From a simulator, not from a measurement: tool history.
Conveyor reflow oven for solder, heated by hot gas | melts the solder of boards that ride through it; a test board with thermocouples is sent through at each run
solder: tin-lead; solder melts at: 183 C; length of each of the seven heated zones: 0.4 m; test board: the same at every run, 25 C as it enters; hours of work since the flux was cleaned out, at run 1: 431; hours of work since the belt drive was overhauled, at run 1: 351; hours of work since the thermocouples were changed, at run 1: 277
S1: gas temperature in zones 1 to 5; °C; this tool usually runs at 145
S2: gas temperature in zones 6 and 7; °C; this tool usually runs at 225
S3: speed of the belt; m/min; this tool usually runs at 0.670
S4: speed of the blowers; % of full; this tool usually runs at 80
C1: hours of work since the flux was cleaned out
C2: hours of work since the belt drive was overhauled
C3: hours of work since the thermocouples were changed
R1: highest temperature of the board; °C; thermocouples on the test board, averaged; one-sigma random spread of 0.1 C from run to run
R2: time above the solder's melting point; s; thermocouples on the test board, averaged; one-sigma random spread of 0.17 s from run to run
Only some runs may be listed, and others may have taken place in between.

run	day	S1	S2	S3	S4	C1	C2	C3	R1	R2
1	0.000	145	225	0.670	80	431	351	277	214.3	55.4
2	0.696	145	225	0.670	80	441	360	287	214.4	55.3
3	1.371	145	225	0.670	80	450	370	296	214.2	55.1
4	1.825	145	225	0.670	80	456	376	302	214.2	55.2
5	2.496	145	225	0.670	80	466	385	311	214.2	55.2
6	3.217	145	225	0.670	80	476	395	321	214.3	54.8
# day 3.979: flux residue cleaned out of gas plates and filters
7	4.038	145	225	0.670	80	1	404	330	215.6	56.4
8	4.729	145	225	0.670	80	10	413	339	215.6	57.0
9	5.100	145	225	0.761	80	15	418	344	212.4	46.9
10	5.579	145	225	0.761	88	22	425	351	214.2	48.3
11	6.129	145	225	0.761	88	30	432	358	214.3	48.6
12	6.812	145	217	0.614	89	39	442	368	211.3	60.1
13	7.492	145	217	0.614	89	48	451	377	211.5	60.2
14	7.821	131	218	0.712	64	53	455	382	201.5	34.7
15	8.342	136	218	0.633	50	60	463	389	201.1	39.1
16	8.921	136	218	0.633	50	68	471	397	201.0	39.4
17	9.638	145	214	0.609	89	78	480	407	208.7	58.8
18	9.992	142	225	0.670	80	83	485	412	215.4	55.4
19	10.425	145	217	0.670	80	88	491	417	208.6	51.2
20	10.746	145	217	0.584	80	93	496	422	211.1	62.8

Branching from run 20: 4 alternative next runs. What would each branch give?
A	11.042	145	218	0.670	80	97	500	426	?	?
B	11.042	149	217	0.695	72	97	500	426	?	?
C	11.042	153	216	0.670	80	97	500	426	?	?
D	11.042	149	225	0.746	80	97	500	426	?	?

run	R1	R2
A	209.5	52.2
B	206.7	48.6
C	208.6	54.9
D	213.7	50.7
With no hidden state in the tool, these same runs would have given:
run	R1	R2
A	208.7	51.2
B	205.9	47.6
C	207.8	53.9
D	213.0	49.8

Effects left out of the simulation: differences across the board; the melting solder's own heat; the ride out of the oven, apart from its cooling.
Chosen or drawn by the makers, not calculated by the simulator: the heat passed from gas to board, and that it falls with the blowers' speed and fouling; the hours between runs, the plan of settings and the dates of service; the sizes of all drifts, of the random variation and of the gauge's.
